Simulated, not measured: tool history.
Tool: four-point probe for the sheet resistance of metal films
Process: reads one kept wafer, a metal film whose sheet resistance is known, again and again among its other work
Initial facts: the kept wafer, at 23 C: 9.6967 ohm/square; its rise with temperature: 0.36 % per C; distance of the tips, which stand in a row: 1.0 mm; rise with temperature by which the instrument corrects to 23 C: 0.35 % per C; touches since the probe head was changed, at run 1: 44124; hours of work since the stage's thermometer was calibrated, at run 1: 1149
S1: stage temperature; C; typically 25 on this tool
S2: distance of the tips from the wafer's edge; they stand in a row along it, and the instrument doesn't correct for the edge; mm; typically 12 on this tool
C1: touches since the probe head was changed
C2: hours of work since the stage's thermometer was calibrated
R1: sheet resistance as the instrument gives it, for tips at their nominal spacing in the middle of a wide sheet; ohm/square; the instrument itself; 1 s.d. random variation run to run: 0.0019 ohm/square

run 1 hour=0.0 | S1=25 S2=12 | C1=44124 C2=1149 | R1=9.780276
run 2 hour=88.4 | S1=25 S2=12 | C1=49048 C2=1214 | R1=9.772025
run 3 hour=174.1 | S1=25 S2=12 | C1=53828 C2=1277 | R1=9.769896
run 4 hour=250.3 | S1=25 S2=12 | C1=58070 C2=1333 | R1=9.767079
run 5 hour=304.3 | S1=25 S2=12 | C1=61080 C2=1373 | R1=9.763395
run 6 hour=429.1 | S1=25 S2=12 | C1=68034 C2=1465 | R1=9.761303
run 7 hour=553.7 | S1=25 S2=12 | C1=74980 C2=1557 | R1=9.754098
run 8 hour=618.8 | S1=25 S2=4 | C1=78610 C2=1605 | R1=10.033623
run 9 hour=688.0 | S1=25 S2=7 | C1=82462 C2=1656 | R1=9.824187
run 10 hour=800.0 | S1=25 S2=57 | C1=88704 C2=1738 | R1=9.710701
run 11 hour=928.0 | S1=25 S2=57 | C1=95839 C2=1832 | R1=9.709656
run 12 hour=1034.3 | S1=19 S2=12 | C1=101762 C2=1910 | R1=9.732601
run 13 hour=1107.4 | S1=19 S2=12 | C1=105837 C2=1964 | R1=9.732250
run 14 hour=1206.5 | S1=19 S2=12 | C1=111359 C2=2037 | R1=9.731174
run 15 hour=1329.5 | S1=19 S2=6 | C1=118213 C2=2128 | R1=9.829820
-- hour=1354.6 new probe head fitted
run 16 hour=1435.7 | S1=22 S2=69 | C1=4521 C2=2205 | R1=9.706694
run 17 hour=1541.3 | S1=22 S2=10 | C1=10407 C2=2283 | R1=9.758890
run 18 hour=1599.0 | S1=23 S2=51 | C1=13624 C2=2325 | R1=9.703947
run 19 hour=1687.7 | S1=32 S2=12 | C1=18564 C2=2391 | R1=9.741574
run 20 hour=1814.5 | S1=30 S2=12 | C1=25629 C2=2484 | R1=9.736245
run 21 hour=1868.8 | S1=33 S2=15 | C1=28660 C2=2524 | R1=9.722441
run 22 hour=1957.5 | S1=30 S2=6 | C1=33603 C2=2589 | R1=9.838861
-- hour=2079.5 stage's thermometer calibrated
run 23 hour=2079.5 | S1=25 S2=10 | C1=40371 C2=0 | R1=9.719785
run 24 hour=2183.7 | S1=25 S2=46 | C1=46177 C2=77 | R1=9.669362
run 25 hour=2257.4 | S1=19 S2=43 | C1=50287 C2=131 | R1=9.661094
run 26 hour=2381.9 | S1=35 S2=15 | C1=57222 C2=223 | R1=9.689574

Forecast each of these 5 alternatives for the next run:
run A hour=2496.8 | S1=26 S2=15 | C1=63624 C2=307 | R1=?
run B hour=2496.8 | S1=35 S2=15 | C1=63624 C2=307 | R1=?
run C hour=2496.8 | S1=19 S2=19 | C1=63624 C2=307 | R1=?
run D hour=2496.8 | S1=25 S2=24 | C1=63624 C2=307 | R1=?
run E hour=2496.8 | S1=35 S2=22 | C1=63624 C2=307 | R1=?

run=A R1=9.678453
run=B R1=9.689869
run=C R1=9.662646
run=D R1=9.664169
run=E R1=9.679795
Without the tool's unlogged condition, the same runs would have read:
run=A R1=9.722571
run=B R1=9.734108
run=C R1=9.706637
run=D R1=9.708218
run=E R1=9.723993
